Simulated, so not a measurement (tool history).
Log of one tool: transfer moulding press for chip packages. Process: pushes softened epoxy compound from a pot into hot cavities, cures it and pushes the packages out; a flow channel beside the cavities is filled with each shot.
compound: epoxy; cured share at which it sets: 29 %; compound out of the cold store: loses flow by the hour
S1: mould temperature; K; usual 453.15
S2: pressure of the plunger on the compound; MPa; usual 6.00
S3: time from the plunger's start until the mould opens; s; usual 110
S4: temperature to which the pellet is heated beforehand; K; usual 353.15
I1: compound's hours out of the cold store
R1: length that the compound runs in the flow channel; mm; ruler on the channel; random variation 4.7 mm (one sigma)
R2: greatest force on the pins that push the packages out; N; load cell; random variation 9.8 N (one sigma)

{"run": 1, "day": 0.0, "S1": 453.15, "S2": 6.0, "S3": 110, "S4": 353.15, "I1": 25.5, "R1": 591, "R2": 888}
{"run": 2, "day": 0.446, "S1": 453.15, "S2": 6.0, "S3": 110, "S4": 353.15, "I1": 44.5, "R1": 541, "R2": 886}
{"run": 3, "day": 0.7, "S1": 453.15, "S2": 6.0, "S3": 110, "S4": 353.15, "I1": 36.8, "R1": 566, "R2": 900}
{"run": 4, "day": 1.238, "S1": 453.15, "S2": 6.0, "S3": 110, "S4": 353.15, "I1": 37.8, "R1": 550, "R2": 494}
{"run": 5, "day": 1.621, "S1": 453.15, "S2": 6.0, "S3": 110, "S4": 353.15, "I1": 17.3, "R1": 618, "R2": 561}
{"run": 6, "day": 1.912, "S1": 453.15, "S2": 6.82, "S3": 110, "S4": 353.15, "I1": 26.6, "R1": 627, "R2": 585}
{"run": 7, "day": 2.388, "S1": 453.15, "S2": 5.58, "S3": 110, "S4": 353.15, "I1": 21.3, "R1": 585, "R2": 624}
{"run": 8, "day": 2.938, "S1": 453.15, "S2": 5.58, "S3": 110, "S4": 353.15, "I1": 22.0, "R1": 582, "R2": 723}
{"run": 9, "day": 3.375, "S1": 453.15, "S2": 6.0, "S3": 110, "S4": 359.15, "I1": 18.1, "R1": 612, "R2": 755}
{"run": 10, "day": 3.779, "S1": 453.15, "S2": 6.0, "S3": 110, "S4": 346.15, "I1": 34.5, "R1": 556, "R2": 747}
{"run": 11, "day": 4.258, "S1": 453.15, "S2": 6.0, "S3": 110, "S4": 346.15, "I1": 38.7, "R1": 554, "R2": 785}
{"run": 12, "day": 4.796, "S1": 446.15, "S2": 6.0, "S3": 110, "S4": 346.15, "I1": 26.3, "R1": 599, "R2": 1187}
{"run": 13, "day": 5.329, "S1": 453.15, "S2": 6.0, "S3": 110, "S4": 353.15, "I1": 39.7, "R1": 539, "R2": 879}
{"run": 14, "day": 5.862, "S1": 453.15, "S2": 6.0, "S3": 129, "S4": 352.15, "I1": 28.4, "R1": 614, "R2": 825}
{"run": 15, "day": 6.4, "S1": 453.15, "S2": 6.0, "S3": 129, "S4": 352.15, "I1": 31.6, "R1": 595, "R2": 861}
{"run": 16, "day": 6.917, "S1": 446.15, "S2": 6.0, "S3": 129, "S4": 345.15, "I1": 34.9, "R1": 605, "R2": 517}
{"run": 17, "day": 7.342, "S1": 453.15, "S2": 5.37, "S3": 140, "S4": 346.15, "I1": 15.4, "R1": 620, "R2": 521}
{"run": 18, "day": 7.762, "S1": 453.15, "S2": 6.0, "S3": 126, "S4": 353.15, "I1": 33.6, "R1": 594, "R2": 587}
{"run": 19, "day": 8.208, "S1": 459.15, "S2": 6.0, "S3": 110, "S4": 358.15, "I1": 29.9, "R1": 583, "R2": 628}
{"run": 20, "day": 8.771, "S1": 451.15, "S2": 6.0, "S3": 136, "S4": 356.15, "I1": 10.4, "R1": 670, "R2": 666}
{"run": 21, "day": 9.125, "S1": 453.15, "S2": 6.18, "S3": 123, "S4": 353.15, "I1": 21.2, "R1": 640, "R2": 722}
{"run": 22, "day": 9.371, "S1": 453.15, "S2": 5.62, "S3": 127, "S4": 353.15, "I1": 15.2, "R1": 634, "R2": 715}
{"run": 23, "day": 9.792, "S1": 453.15, "S2": 5.62, "S3": 127, "S4": 353.15, "I1": 43.2, "R1": 540, "R2": 742}

Not shown: 4 entries that the log had between the listed runs. Between which runs, and how does the tool's hidden state differ before and after?
Between runs 3 and 4: cavities cleaned with cleaning compound and waxed (day 0.967)
  true mould temperature over the reading, C: -0.65 -> -0.66; pressure that reaches the compound, % of what is set: 90.69 -> 90.5; grip of the stained cavities, % over clean ones': 104.5 -> 11.7
  measured less the result without the state, R1: -27 -> -26 mm; R2: +467 -> +57 N
Between runs 13 and 14: plunger's sealing rings changed (day 5.683)
  true mould temperature over the reading, C: -0.76 -> -0.77; pressure that reaches the compound, % of what is set: 88.91 -> 99.53; grip of the stained cavities, % over clean ones': 95.9 -> 100.8
  measured less the result without the state, R1: -32 -> +0 mm; R2: +436 -> +419 N
Between runs 15 and 16: cavities cleaned with cleaning compound and waxed (day 6.733)
  true mould temperature over the reading, C: -0.78 -> -0.79; pressure that reaches the compound, % of what is set: 99.32 -> 99.13; grip of the stained cavities, % over clean ones': 106.1 -> 8.2
  measured less the result without the state, R1: -1 -> -1 mm; R2: +443 -> +52 N
Between runs 19 and 20: mould's thermocouples calibrated (day 8.642)
  true mould temperature over the reading, C: -0.82 -> -0.01; pressure that reaches the compound, % of what is set: 98.63 -> 98.47; grip of the stained cavities, % over clean ones': 44.7 -> 56
  measured less the result without the state, R1: -3 -> -5 mm; R2: +194 -> +241 N
